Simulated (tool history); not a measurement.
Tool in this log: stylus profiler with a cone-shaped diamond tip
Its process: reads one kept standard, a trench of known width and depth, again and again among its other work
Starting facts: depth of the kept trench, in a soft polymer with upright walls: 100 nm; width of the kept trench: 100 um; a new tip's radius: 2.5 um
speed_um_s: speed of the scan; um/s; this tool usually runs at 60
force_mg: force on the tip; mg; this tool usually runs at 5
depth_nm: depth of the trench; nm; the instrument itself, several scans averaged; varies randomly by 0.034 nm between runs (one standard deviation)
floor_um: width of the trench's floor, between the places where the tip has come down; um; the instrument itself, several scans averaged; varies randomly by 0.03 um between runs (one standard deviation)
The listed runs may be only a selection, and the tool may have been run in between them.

run,hour,speed_um_s,force_mg,depth_nm,floor_um
1,0,60,5,100.93,97.97
2,16.1,129,5,100.96,97.92
3,37.6,60,5,100.97,98.07
4,58.7,57,5,100.91,98.07
5,69.7,57,5,100.95,98.02
6,84.4,57,5,100.98,98.01
7,109.7,24,5,100.98,98.02
8,132.3,24,5,100.95,98
9,151.3,24,5,100.97,98.03
10,169.7,24,5,100.95,98.05
11,194.4,24,5,100.95,98.05
12,209.1,24,5,100.98,97.96
13,232.9,24,5,100.97,98
14,244.2,24,5,101.02,97.98
15,260.8,134,5,100.97,97.74
16,276.2,134,5,100.98,97.64
17,292.1,134,5,101,97.64
18,307.4,134,5,101.06,97.67
19,320,134,5,100.99,97.64
20,335.3,191,5,101.02,97.55
21,356.9,60,5,101.01,97.74
22,371.4,60,5,101.08,97.84
23,391.3,60,5,101.04,97.81
24,410.6,60,5,101.02,97.7
25,424.3,125,8.26,101.42,97.66
26,437.7,43,10.49,101.62,97.83
27,455.7,43,10.49,101.58,97.86
28,476.1,54,10.49,101.64,97.76
29,493.2,15,3.42,100.8,97.82
30,505.4,65,12.44,101.75,97.76
31,530.7,88,8.16,101.39,97.68
32,553.7,73,7.04,101.26,97.69
33,573.9,31,4.69,100.99,97.76
34,590.1,150,5.54,101.07,97.42
35,605.6,53,5.31,101.08,97.67
36,619.3,53,5.31,101.07,97.68
37,638.1,53,5.31,101.05,97.64
38,660.9,70,10.25,101.64,97.6
39,679.5,28,12.84,101.8,97.72
40,697.2,28,12.84,101.84,97.73
41,722,28,12.84,101.84,97.69
42,740,84,14.52,101.96,97.57
43,751.4,27,6.82,101.24,97.7
44,777.2,27,6.82,101.27,97.66
45,788.6,60,7.08,101.32,97.55
46,814.5,60,7.08,101.36,97.57
47,830.1,60,7.08,101.28,97.56
48,847.8,123,2.81,100.72,97.29

Results for each run, recomputed without the tool's hidden state and with each run's random variation untouched:
Unlogged tool condition in this case: radius of the tip, um; height scale over the true one, %; drift of the gauge itself on depth_nm, %; drift of the gauge itself on floor_um, %.
run,depth_nm,floor_um
1,100.87,98.38
2,100.9,98.34
3,100.91,98.5
4,100.85,98.52
5,100.89,98.48
6,100.92,98.48
7,100.91,98.51
8,100.88,98.5
9,100.9,98.54
10,100.87,98.57
11,100.88,98.6
12,100.9,98.51
13,100.89,98.57
14,100.94,98.56
15,100.89,98.33
16,100.9,98.25
17,100.92,98.25
18,100.97,98.29
19,100.9,98.26
20,100.93,98.19
21,100.91,98.39
22,100.98,98.5
23,100.94,98.48
24,100.92,98.38
25,101.32,98.35
26,101.51,98.53
27,101.47,98.57
28,101.53,98.48
29,100.68,98.55
30,101.64,98.5
31,101.27,98.44
32,101.14,98.46
33,100.87,98.54
34,100.95,98.21
35,100.95,98.47
36,100.94,98.49
37,100.92,98.46
38,101.51,98.43
39,101.67,98.57
40,101.71,98.59
41,101.7,98.56
42,101.82,98.45
43,101.1,98.58
44,101.12,98.56
45,101.17,98.46
46,101.2,98.49
47,101.13,98.49
48,100.57,98.23
